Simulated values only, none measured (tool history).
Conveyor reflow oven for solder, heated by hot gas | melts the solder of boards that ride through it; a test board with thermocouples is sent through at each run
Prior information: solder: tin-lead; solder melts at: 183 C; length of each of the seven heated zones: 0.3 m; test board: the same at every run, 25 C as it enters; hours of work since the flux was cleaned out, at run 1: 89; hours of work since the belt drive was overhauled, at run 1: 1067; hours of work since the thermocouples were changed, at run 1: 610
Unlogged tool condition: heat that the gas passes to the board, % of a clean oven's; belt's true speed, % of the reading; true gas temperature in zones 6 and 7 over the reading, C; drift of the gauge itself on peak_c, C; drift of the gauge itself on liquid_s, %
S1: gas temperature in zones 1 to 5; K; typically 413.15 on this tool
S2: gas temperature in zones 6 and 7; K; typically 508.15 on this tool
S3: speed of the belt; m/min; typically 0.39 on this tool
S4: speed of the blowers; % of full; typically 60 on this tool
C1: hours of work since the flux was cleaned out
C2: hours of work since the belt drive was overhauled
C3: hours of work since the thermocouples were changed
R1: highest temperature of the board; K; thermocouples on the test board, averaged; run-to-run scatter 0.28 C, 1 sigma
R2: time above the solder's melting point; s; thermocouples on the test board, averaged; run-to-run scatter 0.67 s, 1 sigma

run,hour,S1,S2,S3,S4,C1,C2,C3,R1,R2
1,0,413.15,508.15,0.39,60,89,1067,610,493.45,74
2,56,413.15,508.15,0.39,60,123,1101,644,493.75,73.4
3,86.8,413.15,508.15,0.39,60,142,1120,663,493.95,72.8
4,140.1,413.15,508.15,0.39,60,175,1153,696,493.75,72.7
5,170.6,413.15,508.15,0.39,60,194,1172,715,493.55,73.4
6,213,413.15,508.15,0.39,60,220,1198,741,493.45,74.5
7,240.1,413.15,508.15,0.39,60,236,1215,758,493.75,73.1
8,275,413.15,508.15,0.39,60,258,1236,779,493.65,72.9
9,307.7,413.15,508.15,0.39,60,278,1256,799,493.65,74.1
10,363.3,413.15,508.15,0.39,60,312,1291,833,493.95,73.9
11,411.3,413.15,508.15,0.39,57,342,1320,863,492.35,72.4
12,442.7,427.15,504.15,0.391,62,361,1339,882,492.55,78.7
13,471.4,427.15,504.15,0.391,62,379,1357,900,492.75,79.9
14,528,427.15,504.15,0.391,62,414,1392,935,493.15,80.2
# hour 541.1: flux residue cleaned out of gas plates and filters
15,573.4,414.15,508.15,0.458,54,20,1417,960,486.25,55.8
16,609.7,425.15,508.15,0.328,77,42,1439,982,502.85,101.5
17,666.6,425.15,517.15,0.328,54,77,1474,1017,507.25,105.9
# hour 690.7: thermocouples of zones 6 and 7 changed
18,721.4,408.15,504.15,0.343,51,110,1507,19,490.25,77.7

For each entry between runs, how does the tool's hidden state at the last listed run before it compare with that at the first listed run after it?
In the gap between runs 14 and 15: flux residue cleaned out of gas plates and filters (hour 541.1)
  heat that the gas passes to the board, % of a clean oven's: 99.4 -> 99.9; true gas temperature in zones 6 and 7 over the reading, C: 0.13 -> 0.14
In the gap between runs 17 and 18: thermocouples of zones 6 and 7 changed (hour 690.7)
  heat that the gas passes to the board, % of a clean oven's: 99.9 -> 99.8; belt's true speed, % of the reading: 99.57 -> 99.56; true gas temperature in zones 6 and 7 over the reading, C: 0.15 -> 0.03
